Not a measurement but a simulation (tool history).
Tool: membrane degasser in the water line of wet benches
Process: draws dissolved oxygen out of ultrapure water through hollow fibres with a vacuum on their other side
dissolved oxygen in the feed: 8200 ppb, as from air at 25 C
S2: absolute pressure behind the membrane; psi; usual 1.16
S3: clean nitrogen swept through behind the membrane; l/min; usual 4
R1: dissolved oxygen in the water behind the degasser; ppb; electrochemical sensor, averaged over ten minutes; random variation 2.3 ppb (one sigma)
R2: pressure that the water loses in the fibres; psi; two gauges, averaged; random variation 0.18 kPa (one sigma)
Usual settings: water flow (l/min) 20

run 1 day=0 | water_flow_(l/min)=20 S2=1.16 S3=4 | R1=242.7 R2=5.091
run 2 day=3.383 | water_flow_(l/min)=20 S2=1.16 S3=4 | R1=244.2 R2=5.072
run 3 day=6.85 | water_flow_(l/min)=20 S2=0.886 S3=4 | R1=219.6 R2=5.033
run 4 day=9.667 | water_flow_(l/min)=20 S2=0.886 S3=4 | R1=222.2 R2=5.129
run 5 day=13.167 | water_flow_(l/min)=20 S2=0.886 S3=4 | R1=225.2 R2=5.036
run 6 day=16.875 | water_flow_(l/min)=20 S2=1.68 S3=4 | R1=285 R2=5.075
run 7 day=18.825 | water_flow_(l/min)=20 S2=1.68 S3=4 | R1=287.6 R2=5.056
run 8 day=22.458 | water_flow_(l/min)=20 S2=1.68 S3=4 | R1=290.9 R2=5.098
run 9 day=24.971 | water_flow_(l/min)=20 S2=1.68 S3=4 | R1=291 R2=5.094
run 10 day=27.625 | water_flow_(l/min)=20 S2=1.68 S3=4 | R1=289 R2=5.16
run 11 day=29.925 | water_flow_(l/min)=20 S2=1.68 S3=4 | R1=287.5 R2=5.066
run 12 day=33.446 | water_flow_(l/min)=20 S2=1.68 S3=4 | R1=291.2 R2=5.114
run 13 day=36.633 | water_flow_(l/min)=20 S2=1.16 S3=4 | R1=248.9 R2=5.092
run 14 day=38.433 | water_flow_(l/min)=20 S2=1.16 S3=7.43 | R1=222.7 R2=5.073
run 15 day=41.842 | water_flow_(l/min)=20 S2=1.16 S3=7.43 | R1=224.3 R2=5.105
run 16 day=43.588 | water_flow_(l/min)=14 S2=1.16 S3=4 | R1=113.8 R2=3.587
run 17 day=47.292 | water_flow_(l/min)=22 S2=0.957 S3=1.88 | R1=329.3 R2=5.6
run 18 day=49.683 | water_flow_(l/min)=15 S2=1.111 S3=1.84 | R1=177.1 R2=3.87
-- day=49.983 vacuum gauge calibrated
run 19 day=52.908 | water_flow_(l/min)=15 S2=1.111 S3=1.84 | R1=180.9 R2=3.828
run 20 day=56.362 | water_flow_(l/min)=25 S2=1.111 S3=2.31 | R1=438 R2=6.398
run 21 day=59.225 | water_flow_(l/min)=25 S2=1.111 S3=2.31 | R1=433.9 R2=6.434
run 22 day=61.508 | water_flow_(l/min)=12 S2=0.949 S3=4 | R1=71.9 R2=3.012
run 23 day=64.625 | water_flow_(l/min)=12 S2=0.949 S3=4 | R1=72.1 R2=3.041
run 24 day=67.379 | water_flow_(l/min)=12 S2=0.721 S3=7.82 | R1=52.3 R2=3.081
run 25 day=69.612 | water_flow_(l/min)=22 S2=0.767 S3=9.68 | R1=253.9 R2=5.604
run 26 day=73.604 | water_flow_(l/min)=25 S2=2.219 S3=3.38 | R1=515.3 R2=6.373
-- day=74.158 vacuum gauge calibrated, once more
run 27 day=75.475 | water_flow_(l/min)=20 S2=1.234 S3=4 | R1=259.2 R2=5.111
run 28 day=78.121 | water_flow_(l/min)=21 S2=0.698 S3=3.44 | R1=242.2 R2=5.429
run 29 day=79.933 | water_flow_(l/min)=20 S2=2.4 S3=4 | R1=345.2 R2=5.121
run 30 day=81.708 | water_flow_(l/min)=23 S2=1.732 S3=6.32 | R1=344.6 R2=5.951
run 31 day=83.846 | water_flow_(l/min)=20 S2=1.128 S3=4.91 | R1=240.4 R2=5.104
run 32 day=86.254 | water_flow_(l/min)=13 S2=1.604 S3=4.08 | R1=120.4 R2=3.304

3 ways to go on from here, each from the tool as it stands after run 32. What would each give?
run A day=89.633 | water_flow_(l/min)=21 S2=1.722 S3=4.08 | R1=? R2=?
run B day=89.633 | water_flow_(l/min)=17 S2=1.195 S3=4 | R1=? R2=?
run C day=89.633 | water_flow_(l/min)=27 S2=2.706 S3=10.33 | R1=? R2=?

run=A R1=322.2 R2=5.419
run=B R1=179.3 R2=4.377
run=C R1=469.8 R2=6.959
Without the tool's hidden state the same runs would have given:
run=A R1=297.5 R2=5.253
run=B R1=162.7 R2=4.244
run=C R1=434.4 R2=6.747

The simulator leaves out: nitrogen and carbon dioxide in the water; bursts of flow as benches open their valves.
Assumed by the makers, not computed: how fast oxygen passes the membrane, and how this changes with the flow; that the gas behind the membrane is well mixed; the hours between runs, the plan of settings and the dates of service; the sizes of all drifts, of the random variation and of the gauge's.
